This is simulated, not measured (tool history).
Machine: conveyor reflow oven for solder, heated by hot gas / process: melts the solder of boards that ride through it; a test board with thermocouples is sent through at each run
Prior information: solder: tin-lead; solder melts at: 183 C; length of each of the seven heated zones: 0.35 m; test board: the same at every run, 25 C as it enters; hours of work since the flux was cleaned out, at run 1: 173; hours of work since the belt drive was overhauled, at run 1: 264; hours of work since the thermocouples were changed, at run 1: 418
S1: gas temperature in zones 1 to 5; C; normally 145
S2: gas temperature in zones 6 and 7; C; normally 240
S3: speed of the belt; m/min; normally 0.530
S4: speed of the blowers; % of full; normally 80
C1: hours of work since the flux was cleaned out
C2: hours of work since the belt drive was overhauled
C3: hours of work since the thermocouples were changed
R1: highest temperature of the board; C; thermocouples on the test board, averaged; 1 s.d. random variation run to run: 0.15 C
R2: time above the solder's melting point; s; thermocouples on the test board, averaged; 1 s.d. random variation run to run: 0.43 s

run	day	S1	S2	S3	S4	C1	C2	C3	R1	R2
1	0.000	145	240	0.530	80	173	264	418	225.1	68.1
2	0.408	145	240	0.473	80	178	269	423	228.5	78.3
3	1.058	145	240	0.530	80	185	276	430	225.3	68.3
4	1.517	145	240	0.530	80	190	281	435	225.2	67.2
5	2.279	145	240	0.530	80	199	290	444	225.3	67.6
# day 2.858: flux residue cleaned out of gas plates and filters
6	2.967	145	240	0.530	80	1	295	449	226.4	68.6
7	3.421	145	240	0.530	80	6	300	454	226.1	69.2
8	4.046	145	240	0.530	80	13	307	462	226.0	68.6
9	4.404	145	240	0.530	80	17	311	466	226.3	68.3
10	4.838	145	240	0.530	80	22	316	470	226.1	68.9
11	5.333	145	240	0.530	80	28	322	476	226.3	69.0
12	5.850	145	244	0.530	80	34	328	482	229.5	70.8
# day 6.058: belt drive overhauled, speed set with a stopwatch
13	6.758	145	244	0.530	80	42	8	490	229.7	71.4
14	7.454	145	244	0.530	80	50	16	498	229.6	71.2
15	8.038	145	240	0.583	80	56	22	505	223.3	61.1
16	8.825	141	233	0.540	76	65	31	513	217.5	60.3
# day 9.196: belt drive overhauled, speed set with a stopwatch, once more
17	9.396	152	240	0.494	87	70	2	518	229.9	78.4
18	9.808	158	228	0.573	60	74	7	523	210.4	55.6
19	10.271	156	240	0.444	70	80	12	528	229.6	89.0
20	10.742	156	240	0.444	70	85	17	533	229.6	88.6
21	11.492	156	240	0.444	70	93	26	541	229.6	89.0
22	11.933	145	232	0.481	80	98	31	546	221.3	73.3
23	12.275	145	232	0.481	80	102	35	550	221.2	71.8
24	12.783	145	228	0.530	66	108	40	556	211.4	55.4

What does the tool deliver on the next run?
25	13.404	145	228	0.530	66	115	47	563	?	?

{"run 25": {"R1": 211.2, "R2": 56.5}}
Without the tool's hidden state the same run would have given R1 211.5 C, R2 56.8 s.
